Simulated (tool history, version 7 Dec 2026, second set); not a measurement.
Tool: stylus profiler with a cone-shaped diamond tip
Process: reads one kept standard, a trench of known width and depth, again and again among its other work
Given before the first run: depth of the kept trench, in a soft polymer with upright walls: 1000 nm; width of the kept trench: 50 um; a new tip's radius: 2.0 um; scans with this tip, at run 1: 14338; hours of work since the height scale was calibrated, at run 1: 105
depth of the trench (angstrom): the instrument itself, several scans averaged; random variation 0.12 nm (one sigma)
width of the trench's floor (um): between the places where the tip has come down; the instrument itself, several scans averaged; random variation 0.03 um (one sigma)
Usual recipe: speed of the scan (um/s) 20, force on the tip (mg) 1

run,hour,speed of the scan (um/s),force on the tip (mg),scans with this tip,hours of work since the height scale was calibrated,depth of the trench (angstrom),width of the trench's floor (um)
1,0,20,1,14338,105,10039.2,46.33
2,46.9,20,1,14772,142,10039.9,46.25
3,80.6,20,1,15083,168,10038.7,46.27
4,119.1,20,1,15439,198,10038.3,46.3
# hour 126.1: new tip fitted, height scale calibrated
5,164.7,20,1,356,30,10039.5,46.43
6,200.2,20,1,684,58,10040.6,46.34
7,250.7,20,1,1151,98,10040.8,46.29
8,293.3,20,1.84,1545,131,10057.7,46.43
9,326.3,20,1.84,1849,157,10058.9,46.44
10,384.5,20,1,2388,202,10040.5,46.31
11,426.9,20,1.14,2779,236,10041.2,46.35
12,471.7,20,1.14,3193,271,10042.5,46.3
13,519.4,20,1.14,3634,308,10043.4,46.29
14,574.5,20,1.14,4143,351,10043.5,46.31
15,624.5,76,1.14,4605,390,10041.4,45.79
16,668.4,76,1.14,5011,425,10042.3,45.82
17,711.8,11,1,5412,459,10038.4,46.43
18,736.6,11,1,5641,478,10036,46.37
19,775.6,20,1,6002,509,10038.5,46.31
20,818.6,20,1,6399,542,10039.6,46.34
21,864,20,0.55,6819,578,10024.1,46.29
22,922.9,20,0.55,7363,624,10026.7,46.3
23,969,20,0.55,7790,660,10025,46.25
24,996.8,59,0.5,8047,682,10026,45.7
25,1040.8,15,0.5,8453,717,10024.7,46.26
26,1090.9,49,0.81,8916,756,10032.9,45.99
27,1133.7,65,0.7,9311,789,10028.8,45.78
28,1171.4,11,2.22,9660,819,10066.4,46.48
29,1206.3,11,0.52,9983,846,10025.9,46.39
30,1254.7,12,0.47,10430,884,10023.4,46.38
31,1291.6,25,0.4,10771,913,10020.6,46.11
32,1326.5,22,2.36,11094,940,10070.2,46.35
33,1356.3,44,1.67,11369,964,10054.7,46.19
34,1391,24,1.12,11690,991,10043.3,46.35
35,1439.4,24,1.12,12137,1029,10041.7,46.29
36,1470.6,6,1.2,12425,1053,10043.6,46.45
# hour 1483: height scale calibrated on a step standard
37,1526.5,20,1.67,12937,34,10054.6,46.35
38,1559.4,72,2.54,13241,60,10071.7,46.09
39,1611.6,20,0.78,13724,101,10032.2,46.29
40,1641.2,11,1.36,13998,124,10047.3,46.4
41,1665.6,18,1.36,14223,143,10046.8,46.4
42,1705,36,2.93,14587,174,10080.4,46.32
43,1753,55,1,15031,212,10039.6,45.95
# hour 1803.9: new tip fitted, height scale calibrated
44,1810.8,15,2.11,64,5,10066.2,46.48
45,1834.9,15,1.84,286,24,10057.3,46.41

Here are 4 independent what-if runs from the current tool condition. What would each one return?
A,1862.9,9,0.71,545,46,?,?
B,1862.9,9,1.84,545,46,?,?
C,1862.9,20,1.13,545,46,?,?
D,1862.9,7,1.35,545,46,?,?

run,depth of the trench (angstrom),width of the trench's floor (um)
A,10030.7,46.41
B,10060.6,46.46
C,10040.4,46.35
D,10046.7,46.45
Had the tool no hidden state, the same runs would have come out as:
run,depth of the trench (angstrom),width of the trench's floor (um)
A,10030.7,46.41
B,10060.6,46.46
C,10040.4,46.35
D,10046.7,46.46

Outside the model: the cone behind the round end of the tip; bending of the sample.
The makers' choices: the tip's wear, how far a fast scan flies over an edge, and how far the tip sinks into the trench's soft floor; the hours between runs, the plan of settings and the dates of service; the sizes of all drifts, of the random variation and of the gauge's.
